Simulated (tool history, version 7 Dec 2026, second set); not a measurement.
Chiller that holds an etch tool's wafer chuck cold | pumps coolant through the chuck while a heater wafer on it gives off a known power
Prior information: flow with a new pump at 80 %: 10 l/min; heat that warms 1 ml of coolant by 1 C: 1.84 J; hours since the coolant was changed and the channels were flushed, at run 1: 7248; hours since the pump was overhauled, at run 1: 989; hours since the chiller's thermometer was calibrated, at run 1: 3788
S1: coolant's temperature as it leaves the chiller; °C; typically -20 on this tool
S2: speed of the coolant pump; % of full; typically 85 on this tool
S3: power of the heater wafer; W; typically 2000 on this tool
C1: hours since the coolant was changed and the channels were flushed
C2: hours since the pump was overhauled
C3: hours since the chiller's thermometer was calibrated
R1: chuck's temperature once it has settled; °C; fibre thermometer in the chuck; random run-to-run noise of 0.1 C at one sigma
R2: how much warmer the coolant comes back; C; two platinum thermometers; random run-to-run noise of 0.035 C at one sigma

run,hour,S1,S2,S3,C1,C2,C3,R1,R2
1,0.0,-20,85,2000,7248,989,3788,-1.4,6.13
2,21.1,-26,85,2000,7270,1010,3809,-7.6,6.14
3,35.1,-23,85,2000,7284,1024,3823,-4.2,6.08
4,56.4,-20,85,1089,7305,1046,3844,-10.0,3.32
5,77.8,-20,85,2000,7326,1067,3866,-1.4,6.05
6,103.8,-20,85,1109,7352,1093,3892,-9.7,3.39
7,132.3,-20,85,2000,7381,1122,3920,-1.4,6.03
8,154.9,-20,85,2000,7403,1144,3943,-1.6,6.03
9,181.3,-20,85,2000,7430,1171,3969,-1.4,6.08
10,202.9,-20,85,2000,7451,1192,3991,-1.3,6.06
11,223.8,-20,85,2000,7472,1213,4011,-1.3,5.99
12,239.8,-20,85,2000,7488,1229,4028,-1.3,5.98
13,271.3,-20,85,2000,7520,1261,4059,-1.3,6.06
14,288.3,-20,76,2000,7537,1278,4076,0.6,6.76
15,302.7,-20,85,2000,7551,1292,4090,-1.4,6.00
16,318.3,-20,85,2000,7567,1307,4106,-1.3,5.95
17,332.1,-20,85,2000,7581,1321,4120,-1.3,5.97
18,348.0,-20,85,2000,7597,1337,4136,-1.5,6.03
19,362.1,-20,85,2000,7611,1351,4150,-1.3,6.00
20,389.1,-21,85,2000,7638,1378,4177,-2.3,5.98
21,411.8,-29,63,1144,7660,1401,4200,-15.0,4.77
22,425.9,-22,85,1800,7674,1415,4214,-5.3,5.33
23,445.5,-17,62,2000,7694,1435,4233,7.7,8.53
24,464.6,-13,62,1587,7713,1454,4252,6.5,6.76
25,486.9,-21,90,1107,7735,1476,4275,-11.1,3.02
26,506.4,-21,90,1107,7755,1496,4294,-11.1,3.02
27,528.9,-20,99,2000,7777,1518,4317,-3.6,4.96
28,546.2,-20,85,1988,7795,1535,4334,-1.4,5.84
29,573.7,-20,85,1988,7822,1563,4361,-1.4,5.90
30,601.7,-20,86,1473,7850,1591,4389,-6.4,4.25
31,619.2,-20,86,1473,7868,1608,4407,-6.6,4.32

How would selected steps in R2 from run to run divide? Give the signed amount a tool lacking its hidden state would still show from settings, what came in and random variation, and the signed amount left for the hidden state, including any gauge scatter that is not in both of the compared results.
The tool's hidden condition here consists of: heat passed by the chuck's channels, % of clean ones'; flow at a given pump speed, % of a new pump's; coolant's true temperature over the reading, C; drift of the gauge itself on chuck_c, C; drift of the gauge itself on warmer_back_c, C.
Run 2 -> 3: S1 -26 -> -23. R2 -0.06 C: hidden state -0.01, all else -0.05.
Run 3 -> 4: S1 -23 -> -20, S3 2000 -> 1089. R2 -2.76 C: hidden state -0.01, all else -2.75.
Run 5 -> 6: S3 2000 -> 1109. R2 -2.66 C: hidden state -0.02, all else -2.64.
Run 10 -> 11: nothing adjusted, nothing logged. R2 -0.07 C: hidden state -0.02, all else -0.05.
Run 22 -> 23: S1 -22 -> -17, S2 85 -> 62, S3 1800 -> 2000. R2 +3.20 C: hidden state +0.00, all else +3.20.
Run 24 -> 25: S1 -13 -> -21, S2 62 -> 90, S3 1587 -> 1107. R2 -3.74 C: hidden state +0.00, all else -3.74.
